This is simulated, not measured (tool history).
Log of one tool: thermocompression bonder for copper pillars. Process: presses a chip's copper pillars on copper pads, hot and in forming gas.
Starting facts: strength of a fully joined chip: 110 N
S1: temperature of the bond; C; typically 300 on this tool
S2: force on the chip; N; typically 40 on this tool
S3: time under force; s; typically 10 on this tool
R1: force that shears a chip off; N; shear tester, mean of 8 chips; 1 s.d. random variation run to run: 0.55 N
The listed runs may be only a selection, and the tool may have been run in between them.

Run 1, hour 0.0: usual settings. Result: R1 77.2 N.
Run 2, hour 73.7: usual settings. Result: R1 77.4 N.
Run 3, hour 132.2: usual settings. Result: R1 77.0 N.
Run 4, hour 189.9: usual settings. Result: R1 77.0 N.
Run 5, hour 229.6: usual settings. Result: R1 76.9 N.
At hour 239.1: forming gas filter changed.
Run 6, hour 318.5: usual settings. Result: R1 76.9 N.
Run 7, hour 379.6: usual settings. Result: R1 75.7 N.
Run 8, hour 440.9: usual settings. Result: R1 76.9 N.
Run 9, hour 498.2: usual settings but S2 60 N. Result: R1 97.6 N.
At hour 541.8: heater calibrated with a thermocouple chip.
Run 10, hour 589.0: usual settings but S2 60 N. Result: R1 98.0 N.
Run 11, hour 641.7: usual settings. Result: R1 76.5 N.
Run 12, hour 722.1: usual settings. Result: R1 76.4 N.
Run 13, hour 777.5: usual settings. Result: R1 77.0 N.
Run 14, hour 851.9: usual settings. Result: R1 76.1 N.
Run 15, hour 914.9: usual settings. Result: R1 76.7 N.
Run 16, hour 1003.7: usual settings but S2 26 N. Result: R1 53.1 N.
At hour 1036.4: forming gas filter changed.
Run 17, hour 1048.3: usual settings but S2 26 N. Result: R1 53.0 N.
Run 18, hour 1112.5: usual settings but S2 26 N. Result: R1 52.9 N.
Run 19, hour 1155.1: usual settings but S2 30 N. Result: R1 61.2 N.
Run 20, hour 1197.6: usual settings but S2 30 N. Result: R1 60.0 N.
Run 21, hour 1240.2: usual settings. Result: R1 77.0 N.
Run 22, hour 1315.3: usual settings but S2 34 N. Result: R1 67.6 N.
Run 23, hour 1408.7: usual settings but S2 34 N. Result: R1 66.6 N.
Run 24, hour 1480.2: usual settings but S2 34 N. Result: R1 67.3 N.
Run 25, hour 1525.8: usual settings but S1 292 C, S2 33 N, S3 5 s. Result: R1 47.6 N.
Run 26, hour 1578.9: usual settings but S1 292 C, S2 33 N, S3 5 s. Result: R1 48.7 N.
Run 27, hour 1655.5: usual settings but S1 271 C, S2 31 N, S3 20 s. Result: R1 58.4 N.
Run 28, hour 1753.4: usual settings but S2 37 N, S3 8 s. Result: R1 68.7 N.
Run 29, hour 1818.7: usual settings but S2 37 N, S3 8 s. Result: R1 67.4 N.
At hour 1833.8: forming gas filter changed.
Run 30, hour 1873.4: usual settings but S1 319 C, S2 26 N, S3 8 s. Result: R1 59.1 N.
Run 31, hour 1969.1: usual settings but S1 329 C, S2 28 N, S3 24 s. Result: R1 89.5 N.
Run 32, hour 2047.3: usual settings but S1 329 C, S2 28 N, S3 24 s. Result: R1 88.8 N.
Run 33, hour 2096.1: usual settings but S1 274 C, S2 25 N, S3 24 s. Result: R1 51.2 N.
Run 34, hour 2191.3: usual settings but S1 323 C, S3 14 s. Result: R1 94.7 N.
Run 35, hour 2279.1: usual settings but S2 50 N, S3 26 s. Result: R1 101.3 N.
Run 36, hour 2338.6: usual settings but S2 50 N, S3 26 s. Result: R1 102.4 N.
Run 37, hour 2399.9: usual settings but S3 6 s. Result: R1 66.6 N.
Run 38, hour 2450.5: usual settings but S3 6 s. Result: R1 67.4 N.
Run 39, hour 2539.3: usual settings but S1 275 C, S2 25 N, S3 22 s. Result: R1 50.4 N.
At hour 2628.8: forming gas filter changed.
Run 40, hour 2637.1: usual settings but S1 275 C, S2 49 N, S3 8 s. Result: R1 69.3 N.
Run 41, hour 2723.2: usual settings but S1 297 C, S2 26 N. Result: R1 51.2 N.

Consider 3 possible next runs. They are alternatives, not a sequence: every one starts from the tool as it was left by run 41. What does each give?
Run A, hour 2769.5: usual settings but S1 297 C, S2 31 N, S3 6 s. Result: R1 ?.
Run B, hour 2769.5: usual settings. Result: R1 ?.
Run C, hour 2769.5: usual settings but S1 303 C, S2 51 N, S3 5 s. Result: R1 ?.

run    R1
  A  50.8
  B  76.5
  C  78.3
Stripped of hidden state, with their random variation kept, the same runs would have yielded:
run    R1
  A  50.6
  B  76.3
  C  78.2
